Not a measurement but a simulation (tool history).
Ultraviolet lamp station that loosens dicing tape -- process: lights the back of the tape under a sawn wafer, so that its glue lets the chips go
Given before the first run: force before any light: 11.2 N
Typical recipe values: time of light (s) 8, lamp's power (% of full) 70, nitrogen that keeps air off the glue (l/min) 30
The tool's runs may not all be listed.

run   hour  time of light (s)  lamp's power (% of full)  nitrogen that keeps air off the glue (l/min)  force that peels the tape off (N)  light that reached the tape (mJ/cm2)
  1      0                  8                        70                                            30                              1.393                                   491
      16.3  -- window cleaned of glue's vapour
  2   26.7                  8                        70                                            30                              1.407                                   492
  3   40.6                  8                        70                                            30                              1.379                                   489
  4   57.8                  8                        70                                            30                              1.384                                   498
  5   74.6                  8                        70                                            30                              1.385                                   493
  6   96.8                  8                        70                                            30                              1.438                                   493
  7  111.2                  8                        70                                            30                              1.391                                   491
  8  128.2                  8                        70                                            30                              1.382                                   493
  9    155                  8                        70                                            30                              1.359                                   490
 10  172.6                  8                        70                                            30                              1.359                                   490
 11  188.3                  8                        70                                            30                              1.402                                   494
 12  200.8                  8                        70                                            30                              1.404                                   489
 13  213.1                  8                        70                                            30                              1.403                                   494
 14  225.2                  8                        70                                            30                              1.413                                   497
 15  242.1                  9                        70                                            30                              1.124                                   557
 16  259.1                  9                        70                                            30                              1.076                                   556
 17  278.6                  9                        70                                            30                               1.09                                   554
 18  301.6                  9                        70                                            30                              1.083                                   555
 19  324.8                  8                        71                                            30                              1.355                                   495
 20  346.9                  8                        70                                            30                              1.394                                   498
 21  358.5                  8                        62                                            30                              1.721                                   433
 22  377.2                  8                        62                                            30                              1.723                                   433
     379.1  -- window cleaned of glue's vapour
 23  394.8                 12                        88                                            27                               0.42                                   927
 24  415.2                 12                        88                                            27                              0.415                                   934
 25  434.2                 13                        70                                            10                              1.282                                   798
 26  453.3                  7                        70                                            30                              1.813                                   431
 27  476.1                  6                        70                                            38                              1.939                                   371
 28    502                  6                        70                                            38                              1.957                                   369
 29  513.7                  8                        70                                            18                               1.96                                   490
 30  526.2                  6                        72                                            32                              2.143                                   379
 31  547.8                  6                        63                                            32                              2.568                                   333
 32  561.5                  6                        63                                            32                              2.613                                   332
 33  573.3                  6                        63                                            32                              2.543                                   331
 34  584.1                 12                        70                                            30                              0.612                                   746
 35  600.2                 12                        70                                            30                              0.597                                   742
 36  614.1                  6                        90                                            12                               2.65                                   474
 37  640.2                  7                        94                                            29                              1.037                                   577
 38  660.7                 10                        66                                            29                              1.025                                   580
 39  673.5                  5                        77                                            59                              1.784                                   337
 40  691.5                  8                        64                                            40                              1.372                                   443
 41  711.5                  8                        74                                            48                               0.88                                   514
 42  734.7                 15                        91                                            48                              0.234                                  1198
       741  -- window cleaned of glue's vapour
 43  748.3                  5                        60                                             9                              5.624                                   262
 44  773.2                  5                        60                                             9                               5.46                                   263

Below, each run's measurement less what the same run would have read without the hidden state. Both values contain the same run-to-run variation, but the gauge's scatter may not be the same in both:
Hidden conditions of the tool in this case: lamp's light, % of a new lamp's; light that the window lets through, % of a clean one's; drift of the gauge itself on peel_n, %; drift of the gauge itself on dose_mj_cm2, %.
run  light that reached the tape (mJ/cm2)
  1                                    -1
  2                                    +0
  3                                    -1
  4                                    +0
  5                                    -1
  6                                    -1
  7                                    -1
  8                                    -1
  9                                    -1
 10                                    -1
 11                                    -1
 12                                    -1
 13                                    -1
 14                                    -1
 15                                    -2
 16                                    -1
 17                                    -2
 18                                    -2
 19                                    -1
 20                                    -1
 21                                    -1
 22                                    -2
 23                                    -2
 24                                    -3
 25                                    -3
 26                                    -1
 27                                    -1
 28                                    -1
 29                                    -1
 30                                    -1
 31                                    -1
 32                                    -1
 33                                    -1
 34                                    -3
 35                                    -3
 36                                    -2
 37                                    -3
 38                                    -3
 39                                    -1
 40                                    -2
 41                                    -3
 42                                    -5
 43                                    -1
 44                                    -1
For force that peels the tape off (N), the value without the hidden state is never more than 0.017 from the measured value.
